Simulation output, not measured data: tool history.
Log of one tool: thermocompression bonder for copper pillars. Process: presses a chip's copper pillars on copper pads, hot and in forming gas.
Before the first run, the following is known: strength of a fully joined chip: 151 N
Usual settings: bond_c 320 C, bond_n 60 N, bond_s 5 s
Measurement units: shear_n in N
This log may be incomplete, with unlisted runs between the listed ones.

Run 1, hour 0.0: usual settings. Result: shear_n 66.3 N.
Run 2, hour 8.4: usual settings. Result: shear_n 67.0 N.
Run 3, hour 21.2: usual settings. Result: shear_n 65.8 N.
Run 4, hour 33.6: usual settings. Result: shear_n 66.2 N.
Run 5, hour 42.1: usual settings but bond_n 73 N. Result: shear_n 73.8 N.
Run 6, hour 52.6: usual settings but bond_n 73 N. Result: shear_n 74.1 N.
Run 7, hour 71.4: usual settings but bond_c 315 C, bond_n 41 N. Result: shear_n 49.7 N.
Run 8, hour 92.8: usual settings but bond_c 326 C, bond_n 53 N, bond_s 8 s. Result: shear_n 73.0 N.
Run 9, hour 104.8: usual settings but bond_c 326 C, bond_n 53 N, bond_s 8 s. Result: shear_n 72.0 N.
Run 10, hour 117.8: usual settings but bond_c 291 C, bond_n 53 N, bond_s 3 s. Result: shear_n 29.3 N.

Not shown: 2 entries that the log had between the listed runs. Between which runs, and how does the tool's hidden state differ before and after?
Runs 6 to 7: heater calibrated with a thermocouple chip (hour 56.3)
  true temperature of the bond over the reading, C: 5.8 -> 7.2; force that reaches the chip, % of what is set: 101.3 -> 101.4; oxide that the forming gas leaves, % of the face: 5.54 -> 5.76
  measured result minus the result with no hidden state, shear_n: +1.8 -> +2.8 N
Runs 7 to 8: heater calibrated with a thermocouple chip, once more (hour 88.1)
  true temperature of the bond over the reading, C: 7.2 -> 0.6; oxide that the forming gas leaves, % of the face: 5.76 -> 5.98
  measured result minus the result with no hidden state, shear_n: +2.8 -> -3.2 N
